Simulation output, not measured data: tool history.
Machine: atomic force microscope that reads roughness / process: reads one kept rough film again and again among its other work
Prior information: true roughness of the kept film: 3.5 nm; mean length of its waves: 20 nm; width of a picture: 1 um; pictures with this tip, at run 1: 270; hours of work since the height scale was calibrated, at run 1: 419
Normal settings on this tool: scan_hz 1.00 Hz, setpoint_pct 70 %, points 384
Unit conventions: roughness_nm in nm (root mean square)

run    day  scan_hz  setpoint_pct  points  pictures with this tip  hours of work since the height scale was calibrated  roughness_nm
  1  0.000     1.00            70     384                     270                                                  419         1.679
  2  0.629     1.00            70     384                     284                                                  427         1.652
  3  1.588     1.00            70     384                     304                                                  439         1.613
  4  2.192     1.00            70     793                     316                                                  446         1.608
  5  2.771     1.00            70     793                     329                                                  453         1.587
  6  3.575     1.00            70     793                     346                                                  463         1.559
     3.700  -- height scale calibrated on a step standard
  7  4.546     0.78            76     759                     365                                                   11         1.531
  8  5.329     2.66            75     384                     382                                                   20         1.381
     5.525  -- new tip fitted
  9  5.967     2.66            75     384                      10                                                   28         2.291
 10  6.433     1.00            70     640                      19                                                   34         2.434

What if the next run were any one of these 3? Each begins from the tool's condition after run 10:
  A  7.142     0.77            60     640                      34                                                   43             ?
  B  7.142     0.59            70     640                      34                                                   43             ?
  C  7.142     1.24            73     649                      34                                                   43             ?

run  roughness_nm
  A         2.416
  B         2.405
  C         2.340
Without the tool's hidden state the same runs would have given:
run  roughness_nm
  A         2.553
  B         2.542
  C         2.472
